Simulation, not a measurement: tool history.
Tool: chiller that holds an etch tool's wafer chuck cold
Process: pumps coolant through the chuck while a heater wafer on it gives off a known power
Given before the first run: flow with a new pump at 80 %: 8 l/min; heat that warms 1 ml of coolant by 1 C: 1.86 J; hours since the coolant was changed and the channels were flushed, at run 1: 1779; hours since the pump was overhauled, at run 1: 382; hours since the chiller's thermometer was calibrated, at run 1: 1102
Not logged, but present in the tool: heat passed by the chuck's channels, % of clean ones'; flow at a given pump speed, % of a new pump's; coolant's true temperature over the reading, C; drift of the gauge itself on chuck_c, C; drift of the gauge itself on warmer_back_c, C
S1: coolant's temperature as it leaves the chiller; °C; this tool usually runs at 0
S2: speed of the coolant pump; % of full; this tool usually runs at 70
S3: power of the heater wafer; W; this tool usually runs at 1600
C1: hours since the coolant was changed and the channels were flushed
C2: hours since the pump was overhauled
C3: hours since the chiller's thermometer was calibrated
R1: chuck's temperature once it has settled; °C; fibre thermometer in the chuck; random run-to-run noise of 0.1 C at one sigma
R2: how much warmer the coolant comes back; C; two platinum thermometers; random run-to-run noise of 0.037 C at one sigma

{"run": 1, "hour": 0.0, "S1": 0, "S2": 70, "S3": 1600, "C1": 1779, "C2": 382, "C3": 1102, "R1": 17.6, "R2": 7.47}
{"run": 2, "hour": 61.1, "S1": 0, "S2": 70, "S3": 1600, "C1": 1840, "C2": 444, "C3": 1164, "R1": 17.7, "R2": 7.48}
{"run": 3, "hour": 137.8, "S1": 0, "S2": 70, "S3": 1600, "C1": 1917, "C2": 520, "C3": 1240, "R1": 17.6, "R2": 7.52}
{"run": 4, "hour": 197.9, "S1": 0, "S2": 70, "S3": 1600, "C1": 1977, "C2": 580, "C3": 1300, "R1": 17.7, "R2": 7.48}
{"run": 5, "hour": 259.4, "S1": 0, "S2": 70, "S3": 1600, "C1": 2038, "C2": 642, "C3": 1362, "R1": 17.9, "R2": 7.49}
{"run": 6, "hour": 320.4, "S1": 0, "S2": 70, "S3": 1600, "C1": 2100, "C2": 703, "C3": 1423, "R1": 17.7, "R2": 7.53}
{"run": 7, "hour": 386.1, "S1": 0, "S2": 70, "S3": 1600, "C1": 2165, "C2": 769, "C3": 1489, "R1": 17.7, "R2": 7.52}
{"run": 8, "hour": 433.7, "S1": -4, "S2": 76, "S3": 1468, "C1": 2213, "C2": 816, "C3": 1536, "R1": 11.6, "R2": 6.35}
{"run": 9, "hour": 510.1, "S1": 7, "S2": 73, "S3": 1056, "C1": 2289, "C2": 892, "C3": 1613, "R1": 18.5, "R2": 4.74}
{"run": 10, "hour": 597.0, "S1": 0, "S2": 78, "S3": 1251, "C1": 2376, "C2": 979, "C3": 1699, "R1": 13.2, "R2": 5.26}
{"run": 11, "hour": 670.2, "S1": -7, "S2": 84, "S3": 960, "C1": 2449, "C2": 1053, "C3": 1773, "R1": 2.8, "R2": 3.71}
{"run": 12, "hour": 732.9, "S1": -7, "S2": 84, "S3": 960, "C1": 2512, "C2": 1115, "C3": 1835, "R1": 2.5, "R2": 3.71}
{"run": 13, "hour": 772.3, "S1": 1, "S2": 98, "S3": 1025, "C1": 2551, "C2": 1155, "C3": 1875, "R1": 10.3, "R2": 3.38}
{"run": 14, "hour": 826.3, "S1": 1, "S2": 98, "S3": 1032, "C1": 2605, "C2": 1209, "C3": 1929, "R1": 10.4, "R2": 3.44}

Forecast each of these 5 alternatives for the next run:
{"run": "A", "hour": 890.9, "S1": 1, "S2": 80, "S3": 1444, "C1": 2670, "C2": 1273, "C3": 1993, "R1": "?", "R2": "?"}
{"run": "B", "hour": 890.9, "S1": 0, "S2": 86, "S3": 1600, "C1": 2670, "C2": 1273, "C3": 1993, "R1": "?", "R2": "?"}
{"run": "C", "hour": 890.9, "S1": 1, "S2": 96, "S3": 1032, "C1": 2670, "C2": 1273, "C3": 1993, "R1": "?", "R2": "?"}
{"run": "D", "hour": 890.9, "S1": 1, "S2": 98, "S3": 2197, "C1": 2670, "C2": 1273, "C3": 1993, "R1": "?", "R2": "?"}
{"run": "E", "hour": 890.9, "S1": -8, "S2": 86, "S3": 2304, "C1": 2670, "C2": 1273, "C3": 1993, "R1": "?", "R2": "?"}

run=A R1=16 R2=5.88
run=B R1=16 R2=6.08
run=C R1=10.7 R2=3.53
run=D R1=20.9 R2=7.28
run=E R1=14.7 R2=8.79
With the hidden condition removed and each run's random variation left untouched, the same runs would have given:
run=A R1=14.8 R2=5.79
run=B R1=14.7 R2=5.99
run=C R1=9.8 R2=3.48
run=D R1=19.4 R2=7.17
run=E R1=13 R2=8.66

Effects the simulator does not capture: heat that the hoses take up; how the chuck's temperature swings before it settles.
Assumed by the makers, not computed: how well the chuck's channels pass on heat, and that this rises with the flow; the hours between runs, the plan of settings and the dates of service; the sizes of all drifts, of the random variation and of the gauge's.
